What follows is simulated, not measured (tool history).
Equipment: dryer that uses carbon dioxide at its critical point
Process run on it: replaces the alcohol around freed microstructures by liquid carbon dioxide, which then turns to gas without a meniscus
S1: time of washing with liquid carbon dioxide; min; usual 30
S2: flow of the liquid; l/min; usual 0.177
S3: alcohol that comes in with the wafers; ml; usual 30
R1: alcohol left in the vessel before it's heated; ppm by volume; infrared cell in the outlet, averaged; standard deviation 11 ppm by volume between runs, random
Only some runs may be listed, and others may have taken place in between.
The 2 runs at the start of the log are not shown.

run,hour,S1,S2,S3,R1
3,10.5,30,0.177,41,1370
4,20.1,30,0.177,41,1380
5,27.3,30,0.177,41,1395
6,37.2,30,0.177,41,1398
7,43.9,30,0.202,41,842
8,53.7,30,0.202,41,865
9,58.8,30,0.177,55,1946
10,65,30,0.177,55,1897
11,75.4,33,0.177,55,1385
12,85.1,33,0.177,55,1398
13,94.5,33,0.177,55,1438
14,100.4,33,0.177,55,1463
15,111.3,30,0.177,30,1143
16,117.2,30,0.273,30,174
17,125.1,30,0.273,30,182
18,132.4,30,0.177,30,1136
19,143.2,30,0.177,30,1127
20,154.8,30,0.177,30,1121
21,166.1,30,0.177,30,1164
22,171.2,30,0.177,30,1149
23,180.5,20,0.177,30,3426
24,191.7,20,0.177,30,3470
25,199.1,35,0.263,97,321

Predict the results of run 26:
26,205.1,30,0.147,73,?

{"run 26": {"R1": 5204}}
Without the tool's hidden state the same run would have given R1 3233 ppm by volume.
